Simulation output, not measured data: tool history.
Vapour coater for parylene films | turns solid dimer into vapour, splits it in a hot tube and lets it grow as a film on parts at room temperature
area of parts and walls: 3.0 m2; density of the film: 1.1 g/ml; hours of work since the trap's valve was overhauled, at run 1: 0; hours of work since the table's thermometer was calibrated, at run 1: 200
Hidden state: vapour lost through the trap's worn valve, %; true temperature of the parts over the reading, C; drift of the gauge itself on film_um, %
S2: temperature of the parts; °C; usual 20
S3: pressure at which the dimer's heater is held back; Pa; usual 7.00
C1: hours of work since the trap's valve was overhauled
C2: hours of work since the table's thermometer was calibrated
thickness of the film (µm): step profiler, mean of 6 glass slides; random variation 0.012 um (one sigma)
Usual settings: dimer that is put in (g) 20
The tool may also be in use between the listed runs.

run 1 hour=0.0 | dimer_that_is_put_in_(g)=20 S2=20 S3=7.00 | C1=0 C2=200 | thickness_of_the_film_(µm)=4.40
run 2 hour=53.0 | dimer_that_is_put_in_(g)=27 S2=20 S3=7.00 | C1=43 C2=244 | thickness_of_the_film_(µm)=5.92
run 3 hour=112.3 | dimer_that_is_put_in_(g)=27 S2=20 S3=7.00 | C1=92 C2=292 | thickness_of_the_film_(µm)=5.88
run 4 hour=156.1 | dimer_that_is_put_in_(g)=27 S2=20 S3=7.00 | C1=127 C2=328 | thickness_of_the_film_(µm)=5.87
run 5 hour=199.3 | dimer_that_is_put_in_(g)=20 S2=20 S3=7.00 | C1=162 C2=363 | thickness_of_the_film_(µm)=4.32
run 6 hour=242.6 | dimer_that_is_put_in_(g)=20 S2=23 S3=7.00 | C1=198 C2=398 | thickness_of_the_film_(µm)=3.96
run 7 hour=283.9 | dimer_that_is_put_in_(g)=20 S2=23 S3=7.00 | C1=231 C2=432 | thickness_of_the_film_(µm)=3.92
run 8 hour=331.4 | dimer_that_is_put_in_(g)=20 S2=20 S3=3.97 | C1=270 C2=470 | thickness_of_the_film_(µm)=4.72
run 9 hour=361.2 | dimer_that_is_put_in_(g)=20 S2=20 S3=3.07 | C1=294 C2=495 | thickness_of_the_film_(µm)=4.95
run 10 hour=409.0 | dimer_that_is_put_in_(g)=24 S2=14 S3=3.20 | C1=333 C2=534 | thickness_of_the_film_(µm)=6.81
run 11 hour=442.1 | dimer_that_is_put_in_(g)=24 S2=14 S3=3.20 | C1=360 C2=561 | thickness_of_the_film_(µm)=6.78
run 12 hour=495.0 | dimer_that_is_put_in_(g)=24 S2=14 S3=3.20 | C1=403 C2=604 | thickness_of_the_film_(µm)=6.73
run 13 hour=547.2 | dimer_that_is_put_in_(g)=24 S2=17 S3=3.86 | C1=446 C2=646 | thickness_of_the_film_(µm)=6.12
-- hour=555.3 trap's valve overhauled
run 14 hour=584.0 | dimer_that_is_put_in_(g)=24 S2=17 S3=3.86 | C1=23 C2=673 | thickness_of_the_film_(µm)=6.45
run 15 hour=613.1 | dimer_that_is_put_in_(g)=20 S2=23 S3=3.52 | C1=47 C2=697 | thickness_of_the_film_(µm)=4.61
run 16 hour=642.1 | dimer_that_is_put_in_(g)=20 S2=23 S3=3.52 | C1=71 C2=721 | thickness_of_the_film_(µm)=4.58
run 17 hour=691.8 | dimer_that_is_put_in_(g)=20 S2=23 S3=3.52 | C1=111 C2=761 | thickness_of_the_film_(µm)=4.53
run 18 hour=729.7 | dimer_that_is_put_in_(g)=15 S2=30 S3=3.52 | C1=142 C2=792 | thickness_of_the_film_(µm)=2.77

Some steps in thickness of the film (µm) between neighbouring runs. How much of each would the tool show without its hidden state too (settings, what came in, random variation), and how much is left for the hidden state, with any gauge scatter that isn't in both results?
Run 9 -> 10: dimer that is put in (g) 20 -> 24, S2 20 -> 14, S3 3.07 -> 3.20. thickness of the film (µm) +1.86: hidden state -0.20, all else +2.06.
Run 13 -> 14: trap's valve overhauled. thickness of the film (µm) +0.33: hidden state +0.35, all else -0.02.

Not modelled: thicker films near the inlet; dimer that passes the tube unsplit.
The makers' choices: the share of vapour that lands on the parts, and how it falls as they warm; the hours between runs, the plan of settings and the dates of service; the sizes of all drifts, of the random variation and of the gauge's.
